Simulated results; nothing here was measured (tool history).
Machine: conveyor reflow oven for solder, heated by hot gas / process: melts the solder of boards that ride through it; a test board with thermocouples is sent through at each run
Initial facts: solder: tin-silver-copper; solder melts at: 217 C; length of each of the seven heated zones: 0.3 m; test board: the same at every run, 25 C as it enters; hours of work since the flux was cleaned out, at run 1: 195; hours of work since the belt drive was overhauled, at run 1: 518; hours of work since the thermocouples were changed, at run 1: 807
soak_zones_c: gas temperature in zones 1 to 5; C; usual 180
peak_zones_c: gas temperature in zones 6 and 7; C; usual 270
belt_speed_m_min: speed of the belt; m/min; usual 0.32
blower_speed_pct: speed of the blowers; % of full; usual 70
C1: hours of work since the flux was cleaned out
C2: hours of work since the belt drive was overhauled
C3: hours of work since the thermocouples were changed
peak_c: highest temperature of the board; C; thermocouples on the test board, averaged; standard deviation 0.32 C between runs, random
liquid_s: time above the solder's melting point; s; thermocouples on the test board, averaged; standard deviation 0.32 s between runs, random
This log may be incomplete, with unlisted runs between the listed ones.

Run 1, hour 0: usual settings; C1 195; C2 518; C3 807. Result: peak_c 252.2 C, liquid_s 87.8 s.
Run 2, hour 28.7: usual settings; C1 210; C2 534; C3 823. Result: peak_c 252.9 C, liquid_s 88.4 s.
Run 3, hour 71.8: usual settings; C1 234; C2 557; C3 846. Result: peak_c 252.6 C, liquid_s 88.1 s.
Run 4, hour 112.4: usual settings; C1 256; C2 580; C3 868. Result: peak_c 252.4 C, liquid_s 88.1 s.
Run 5, hour 155.2: usual settings; C1 280; C2 603; C3 892. Result: peak_c 252.3 C, liquid_s 87.4 s.
Run 6, hour 181: usual settings; C1 294; C2 617; C3 906. Result: peak_c 252.2 C, liquid_s 87.2 s.
Run 7, hour 210.1: usual settings; C1 310; C2 633; C3 922. Result: peak_c 251.7 C, liquid_s 86.8 s.
Run 8, hour 247.1: usual settings; C1 330; C2 653; C3 942. Result: peak_c 251.8 C, liquid_s 86.8 s.
At hour 289.2: flux residue cleaned out of gas plates and filters.
Run 9, hour 301.2: usual settings; C1 7; C2 680; C3 969. Result: peak_c 253.8 C, liquid_s 90.2 s.
Run 10, hour 329.6: usual settings but soak_zones_c 166 C; C1 22; C2 696; C3 985. Result: peak_c 251.4 C, liquid_s 80.3 s.
Run 11, hour 366.8: usual settings but soak_zones_c 182 C, blower_speed_pct 80 % of full; C1 43; C2 716; C3 1005. Result: peak_c 256.7 C, liquid_s 94.2 s.
Run 12, hour 414.9: usual settings but soak_zones_c 182 C, blower_speed_pct 80 % of full; C1 69; C2 743; C3 1031. Result: peak_c 255.9 C, liquid_s 94.2 s.
Run 13, hour 449.1: usual settings but soak_zones_c 174 C, belt_speed_m_min 0.302 m/min; C1 88; C2 761; C3 1050. Result: peak_c 254.2 C, liquid_s 93 s.
Run 14, hour 478.3: usual settings but soak_zones_c 173 C, belt_speed_m_min 0.271 m/min; C1 104; C2 777; C3 1066. Result: peak_c 256.7 C, liquid_s 106.8 s.
Run 15, hour 504.4: usual settings but soak_zones_c 173 C, belt_speed_m_min 0.271 m/min; C1 118; C2 792; C3 1080. Result: peak_c 256.4 C, liquid_s 107.3 s.
Run 16, hour 545.7: usual settings but soak_zones_c 173 C, belt_speed_m_min 0.271 m/min; C1 140; C2 814; C3 1103. Result: peak_c 256.7 C, liquid_s 106.6 s.
Run 17, hour 582.8: usual settings but soak_zones_c 190 C; C1 161; C2 834; C3 1123. Result: peak_c 254.5 C, liquid_s 97.5 s.

Here are 3 independent what-if runs from the current tool condition. What would each one return?
Run A, hour 616.6: usual settings but soak_zones_c 193 C, peak_zones_c 273 C; C1 179; C2 853; C3 1142. Result: peak_c ?, liquid_s ?.
Run B, hour 616.6: usual settings but blower_speed_pct 53 % of full; C1 179; C2 853; C3 1142. Result: peak_c ?, liquid_s ?.
Run C, hour 616.6: usual settings but soak_zones_c 169 C, belt_speed_m_min 0.31 m/min, blower_speed_pct 86 % of full; C1 179; C2 853; C3 1142. Result: peak_c ?, liquid_s ?.

run  peak_c  liquid_s
  A   257.8     101.6
  B   247.7      81.2
  C   254.9      89.2
Stripped of hidden state, with their random variation kept, the same runs would have yielded:
run  peak_c  liquid_s
  A   260.4     102.5
  B   250.2      83.5
  C   257.9      91.2

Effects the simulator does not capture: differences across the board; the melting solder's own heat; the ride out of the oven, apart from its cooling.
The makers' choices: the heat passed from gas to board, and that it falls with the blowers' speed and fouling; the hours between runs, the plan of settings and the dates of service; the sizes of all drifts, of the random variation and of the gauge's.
